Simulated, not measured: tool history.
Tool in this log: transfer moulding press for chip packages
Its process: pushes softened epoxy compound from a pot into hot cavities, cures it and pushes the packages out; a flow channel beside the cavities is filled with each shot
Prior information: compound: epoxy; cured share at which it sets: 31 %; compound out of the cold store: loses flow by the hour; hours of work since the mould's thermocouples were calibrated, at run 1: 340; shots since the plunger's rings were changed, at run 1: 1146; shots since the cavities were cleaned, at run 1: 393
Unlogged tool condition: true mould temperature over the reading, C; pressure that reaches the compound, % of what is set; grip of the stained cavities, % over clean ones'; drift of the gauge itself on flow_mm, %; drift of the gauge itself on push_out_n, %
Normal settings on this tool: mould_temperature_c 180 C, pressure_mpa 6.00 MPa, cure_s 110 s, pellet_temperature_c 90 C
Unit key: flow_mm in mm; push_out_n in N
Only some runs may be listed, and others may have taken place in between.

run   hour  mould_temperature_c  pressure_mpa  cure_s  pellet_temperature_c  hours of work since the mould's thermocouples were calibrated  shots since the plunger's rings were changed  shots since the cavities were cleaned  incoming compound's hours out of the cold store  flow_mm  push_out_n
  1    0.0                  180          6.00     110                    90                                                            340                                          1146                                    393                                             34.5      577         663
  2    7.6                  180          6.00     110                    90                                                            346                                          1243                                    490                                             46.6      557         669
      10.6  -- cavities cleaned with cleaning compound and waxed
  3   18.4                  180          7.48     110                    90                                                            353                                          1360                                     98                                             44.4      628         586
  4   29.6                  180          7.48     110                    90                                                            362                                          1503                                    241                                             15.6      672         644
  5   38.4                  180          7.48     110                    90                                                            369                                          1614                                    352                                             21.0      663         685
  6   47.2                  180          6.00     110                    90                                                            375                                          1726                                    464                                             43.7      560         677
      51.8  -- cavities cleaned with cleaning compound and waxed
  7   54.6                  180          6.00     110                    90                                                            380                                          1801                                     36                                             27.0      587         528
  8   66.2                  180          6.00     110                    90                                                            389                                          1948                                    183                                             35.1      572         609
  9   76.2                  180          6.73     110                    90                                                            396                                          2075                                    310                                             25.0      613         656
 10   81.5                  180          6.73     110                    90                                                            400                                          2142                                    377                                             17.1      626         703
      92.9  -- cavities cleaned with cleaning compound and waxed
 11   95.8                  180          6.73     110                    90                                                            410                                          2305                                     37                                             14.9      633         521
 12  107.2                  180          6.73     110                    90                                                            419                                          2449                                    181                                             15.6      631         597
 13  116.6                  180          6.73     110                    90                                                            426                                          2569                                    301                                             20.5      624         645
     125.2  -- mould's thermocouples calibrated
 14  128.6                  180          6.00      92                    90                                                              3                                          2695                                    427                                             10.2      609         958
     136.2  -- cavities cleaned with cleaning compound and waxed
 15  143.0                  185          6.00      94                    90                                                             13                                          2859                                     86                                             16.0      579         547
 16  152.2                  185          6.00     109                    90                                                             20                                          2975                                    202                                             11.8      585         566
 17  162.4                  175          6.18     117                    90                                                             27                                          3105                                    332                                              9.1      637         822
 18  170.9                  176          6.00     110                    90                                                             34                                          3212                                    439                                             29.4      591         887
     177.4  -- cavities cleaned with cleaning compound and waxed
 19  180.6                  178          6.00     110                    99                                                             40                                          3316                                     40                                             20.2      595         613
 20  190.0                  173          4.96     110                    90                                                             47                                          3436                                    160                                             40.4      533         914
 21  199.6                  173          4.96     110                    90                                                             55                                          3557                                    281                                             38.5      535         976
 22  209.8                  184          6.00     118                    81                                                             63                                          3687                                    411                                             22.0      569         598
     219.1  -- cavities cleaned with cleaning compound and waxed
 23  219.6                  182          6.00     136                    81                                                             69                                          3792                                      7                                             22.4      571         461
     226.2  -- plunger's sealing rings changed
 24  227.5                  176          6.00     110                    90                                                             73                                            17                                     76                                             11.4      635         687
 25  239.0                  180          6.00     107                    95                                                             82                                           162                                    221                                             29.4      591         645
 26  250.2                  180          7.14     115                    90                                                             90                                           304                                    363                                             40.3      623         674

Alternative continuations, all from the tool just after run 26; predict every row:
  A  260.8                  181          5.50     110                    90                                                             99                                           439                                    498                                             15.3        ?           ?
  B  260.8                  173          5.39     115                    83                                                             99                                           439                                    498                                             28.2        ?           ?
  C  260.8                  174          6.00     110                    95                                                             99                                           439                                    498                                             46.1        ?           ?
  D  260.8                  180          6.16     134                    83                                                             99                                           439                                    498                                             12.6        ?           ?

run  flow_mm  push_out_n
  A      580         709
  B      586        1018
  C      588         956
  D      623         649
The same runs, with their run-to-run variation unchanged, on a tool lacking any hidden condition would have given:
run  flow_mm  push_out_n
  A      584         505
  B      590         720
  C      592         677
  D      627         466
